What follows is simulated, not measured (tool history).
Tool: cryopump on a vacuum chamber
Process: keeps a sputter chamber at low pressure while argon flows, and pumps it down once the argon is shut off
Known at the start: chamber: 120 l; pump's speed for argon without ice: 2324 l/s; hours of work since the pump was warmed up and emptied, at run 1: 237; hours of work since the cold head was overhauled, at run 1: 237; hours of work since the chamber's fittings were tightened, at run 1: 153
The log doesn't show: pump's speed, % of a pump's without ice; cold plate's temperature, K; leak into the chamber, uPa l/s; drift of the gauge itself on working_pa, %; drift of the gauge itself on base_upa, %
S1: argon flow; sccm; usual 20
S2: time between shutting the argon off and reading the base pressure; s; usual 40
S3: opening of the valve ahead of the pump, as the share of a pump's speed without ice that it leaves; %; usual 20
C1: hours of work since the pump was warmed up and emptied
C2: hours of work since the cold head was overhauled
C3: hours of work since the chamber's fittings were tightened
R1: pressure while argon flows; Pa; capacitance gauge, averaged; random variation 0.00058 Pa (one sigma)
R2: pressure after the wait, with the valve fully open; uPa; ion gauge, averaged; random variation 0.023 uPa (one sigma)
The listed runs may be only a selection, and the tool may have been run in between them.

Run 1, hour 0: usual settings; C1 237; C2 237; C3 153. Result: R1 0.0748 Pa, R2 0.68 uPa.
Run 2, hour 27.7: usual settings but S2 25 s; C1 250; C2 250; C3 167. Result: R1 0.0749 Pa, R2 1.11 uPa.
Run 3, hour 55.7: usual settings but S3 31 %; C1 264; C2 264; C3 181. Result: R1 0.0476 Pa, R2 0.73 uPa.
Run 4, hour 72.5: usual settings but S1 11 sccm; C1 273; C2 273; C3 189. Result: R1 0.0403 Pa, R2 0.74 uPa.
Run 5, hour 101.7: usual settings but S2 21 s; C1 287; C2 287; C3 203. Result: R1 0.0743 Pa, R2 1.24 uPa.
Run 6, hour 121.8: usual settings but S2 21 s; C1 297; C2 297; C3 213. Result: R1 0.0741 Pa, R2 1.28 uPa.
Run 7, hour 149.3: usual settings but S2 21 s; C1 311; C2 311; C3 227. Result: R1 0.0736 Pa, R2 1.31 uPa.
Run 8, hour 167.9: usual settings; C1 320; C2 320; C3 236. Result: R1 0.0749 Pa, R2 0.77 uPa.
Run 9, hour 199.3: usual settings but S1 13 sccm; C1 335; C2 335; C3 252. Result: R1 0.0485 Pa, R2 0.72 uPa.
Run 10, hour 224: usual settings but S1 13 sccm; C1 348; C2 348; C3 264. Result: R1 0.0483 Pa, R2 0.76 uPa.
Run 11, hour 243.5: usual settings but S1 13 sccm; C1 357; C2 357; C3 274. Result: R1 0.0486 Pa, R2 0.78 uPa.
Run 12, hour 273.2: usual settings but S2 36 s; C1 372; C2 372; C3 288. Result: R1 0.0751 Pa, R2 0.84 uPa.
Run 13, hour 298.8: usual settings but S3 24 %; C1 385; C2 385; C3 301. Result: R1 0.064 Pa, R2 0.79 uPa.
Run 14, hour 328.4: usual settings but S1 32 sccm, S3 25 %; C1 399; C2 399; C3 316. Result: R1 0.0962 Pa, R2 0.74 uPa.
Run 15, hour 344.9: usual settings but S1 32 sccm, S3 25 %; C1 407; C2 407; C3 324. Result: R1 0.0957 Pa, R2 0.78 uPa.
Run 16, hour 369.4: usual settings but S1 27 sccm, S2 23 s, S3 42 %; C1 419; C2 419; C3 336. Result: R1 0.0498 Pa, R2 1.2 uPa.
Run 17, hour 396.6: usual settings but S1 27 sccm, S2 39 s, S3 16 %; C1 433; C2 433; C3 349. Result: R1 0.1268 Pa, R2 0.77 uPa.
Run 18, hour 412.9: usual settings but S1 32 sccm, S2 128 s, S3 17 %; C1 441; C2 441; C3 357. Result: R1 0.1425 Pa, R2 0.4 uPa.
Run 19, hour 428.3: usual settings but S1 27 sccm, S2 66 s, S3 25 %; C1 449; C2 449; C3 365. Result: R1 0.0812 Pa, R2 0.53 uPa.
Run 20, hour 445.6: usual settings but S1 9 sccm, S2 115 s, S3 22 %; C1 457; C2 457; C3 374. Result: R1 0.0304 Pa, R2 0.37 uPa.
Run 21, hour 467.5: usual settings but S1 16 sccm, S2 115 s, S3 32 %; C1 468; C2 468; C3 384. Result: R1 0.0379 Pa, R2 0.42 uPa.
Run 22, hour 499.7: usual settings but S1 16 sccm, S2 115 s, S3 32 %; C1 484; C2 484; C3 400. Result: R1 0.0379 Pa, R2 0.42 uPa.
Run 23, hour 514.8: usual settings but S1 28 sccm, S2 32 s, S3 53 %; C1 491; C2 491; C3 408. Result: R1 0.0425 Pa, R2 0.95 uPa.
Run 24, hour 542.2: usual settings but S1 32 sccm, S2 53 s, S3 53 %; C1 505; C2 505; C3 421. Result: R1 0.0468 Pa, R2 0.63 uPa.

What if the next run were any one of these 3? Each begins from the tool's condition after run 24:
Run A, hour 562.6: usual settings but S3 15 %; C1 515; C2 515; C3 431. Result: R1 ?, R2 ?.
Run B, hour 562.6: usual settings but S1 12 sccm, S2 53 s, S3 53 %; C1 515; C2 515; C3 431. Result: R1 ?, R2 ?.
Run C, hour 562.6: usual settings but S1 37 sccm, S2 151 s, S3 38 %; C1 515; C2 515; C3 431. Result: R1 ?, R2 ?.

run      R1    R2
  A  0.0997  0.78
  B   0.018  0.65
  C  0.0761  0.36
Take away the tool's hidden state, keep each run's random variation, and the runs would have read:
run      R1    R2
  A  0.0969  0.71
  B  0.0164  0.58
  C   0.071  0.29
